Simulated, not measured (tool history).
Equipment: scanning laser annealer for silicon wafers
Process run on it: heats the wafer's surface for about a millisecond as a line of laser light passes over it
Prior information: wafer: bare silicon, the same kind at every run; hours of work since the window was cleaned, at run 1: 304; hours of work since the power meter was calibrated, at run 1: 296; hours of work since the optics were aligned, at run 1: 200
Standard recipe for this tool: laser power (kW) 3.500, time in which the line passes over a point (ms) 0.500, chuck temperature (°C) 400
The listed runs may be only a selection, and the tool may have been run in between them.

| run | hour | laser power (kW) | time in which the line passes over a point (ms) | chuck temperature (°C) | hours of work since the window was cleaned | hours of work since the power meter was calibrated | hours of work since the optics were aligned | highest temperature of the surface (°C) |
|---|---|---|---|---|---|---|---|---|
| 1 | 0.0 | 3.500 | 0.500 | 400 | 304 | 296 | 200 | 1133 |
| 2 | 8.5 | 3.256 | 0.500 | 400 | 310 | 302 | 206 | 1086 |
| 3 | 21.6 | 3.256 | 0.500 | 365 | 319 | 311 | 215 | 1049 |
| 4 | 31.2 | 3.256 | 0.500 | 365 | 325 | 317 | 221 | 1052 |
| 5 | 43.5 | 3.500 | 0.500 | 360 | 334 | 325 | 230 | 1092 |
| 6 | 51.6 | 3.385 | 0.500 | 400 | 339 | 331 | 235 | 1109 |
| 7 | 62.4 | 3.385 | 0.500 | 400 | 346 | 338 | 243 | 1111 |
| 8 | 70.0 | 3.385 | 0.500 | 400 | 352 | 343 | 248 | 1110 |
| 9 | 78.9 | 3.500 | 0.500 | 425 | 358 | 349 | 254 | 1156 |
| 10 | 91.1 | 3.500 | 0.500 | 400 | 366 | 358 | 262 | 1130 |
| 11 | 97.7 | 3.500 | 0.500 | 376 | 370 | 362 | 266 | 1110 |
| 12 | 108.0 | 3.500 | 0.500 | 376 | 377 | 369 | 273 | 1108 |
| 13 | 115.5 | 3.500 | 0.500 | 400 | 382 | 374 | 278 | 1130 |
|  | 119.1 | laser's power meter calibrated |
| 14 | 124.8 | 3.500 | 0.500 | 400 | 387 | 4 | 283 | 1131 |
|  | 141.3 | laser's power meter calibrated, once more |
| 15 | 141.4 | 3.500 | 0.500 | 400 | 396 | 0 | 292 | 1129 |
| 16 | 149.6 | 3.500 | 0.500 | 400 | 401 | 6 | 298 | 1132 |
| 17 | 160.8 | 3.500 | 0.500 | 400 | 409 | 13 | 305 | 1130 |
| 18 | 166.3 | 3.500 | 0.500 | 400 | 413 | 17 | 309 | 1133 |
| 19 | 173.9 | 3.500 | 0.504 | 400 | 418 | 22 | 314 | 1134 |
| 20 | 186.2 | 3.500 | 0.504 | 400 | 426 | 30 | 322 | 1132 |
| 21 | 192.2 | 3.500 | 0.448 | 400 | 430 | 34 | 326 | 1092 |
| 22 | 205.7 | 3.576 | 0.448 | 424 | 439 | 44 | 335 | 1131 |
| 23 | 217.7 | 3.486 | 0.594 | 423 | 447 | 52 | 344 | 1216 |
| 24 | 225.6 | 3.500 | 0.562 | 400 | 453 | 57 | 349 | 1172 |
| 25 | 232.9 | 3.500 | 0.357 | 437 | 458 | 62 | 354 | 1054 |
| 26 | 241.6 | 3.011 | 0.410 | 428 | 464 | 68 | 360 | 1004 |
| 27 | 255.1 | 3.011 | 0.410 | 428 | 473 | 77 | 369 | 1003 |
| 28 | 262.7 | 2.983 | 0.460 | 400 | 478 | 82 | 374 | 1003 |
| 29 | 270.2 | 3.830 | 0.367 | 373 | 483 | 87 | 379 | 1053 |
| 30 | 280.9 | 3.405 | 0.364 | 400 | 490 | 94 | 386 | 1005 |
| 31 | 289.3 | 3.376 | 0.364 | 382 | 496 | 100 | 392 | 984 |
| 32 | 301.8 | 3.376 | 0.364 | 382 | 504 | 109 | 400 | 984 |
| 33 | 310.3 | 3.500 | 0.458 | 401 | 510 | 114 | 406 | 1100 |
| 34 | 318.2 | 3.588 | 0.603 | 400 | 515 | 120 | 412 | 1218 |
| 35 | 329.5 | 3.588 | 0.603 | 400 | 523 | 127 | 419 | 1217 |
| 36 | 338.7 | 3.588 | 0.603 | 381 | 529 | 134 | 425 | 1201 |
| 37 | 348.1 | 3.250 | 0.358 | 381 | 536 | 140 | 432 | 956 |
| 38 | 354.9 | 3.777 | 0.510 | 439 | 540 | 145 | 436 | 1225 |
| 39 | 361.1 | 3.777 | 0.510 | 439 | 545 | 149 | 441 | 1231 |
| 40 | 366.6 | 3.278 | 0.500 | 400 | 548 | 152 | 444 | 1086 |
| 41 | 376.1 | 3.078 | 0.417 | 436 | 555 | 159 | 451 | 1027 |

For each entry between runs, how does the tool's hidden state at the last listed run before it compare with that at the first listed run after it?
From run 13 to run 14: laser's power meter calibrated (hour 119.1)
  light that passes the window, % of a clean one's: 98.69 -> 98.68; laser's true power over the reading, %: 0.08 -> 0.09; width of the line over the set one, %: 1.28 -> 1.29
  measured result minus the result with no hidden state, highest temperature of the surface (°C): -13 -> -12
From run 14 to run 15: laser's power meter calibrated, once more (hour 141.3)
  light that passes the window, % of a clean one's: 98.68 -> 98.65; laser's true power over the reading, %: 0.09 -> 0.25; width of the line over the set one, %: 1.29 -> 1.32
  measured result minus the result with no hidden state, highest temperature of the surface (°C): -12 -> -12
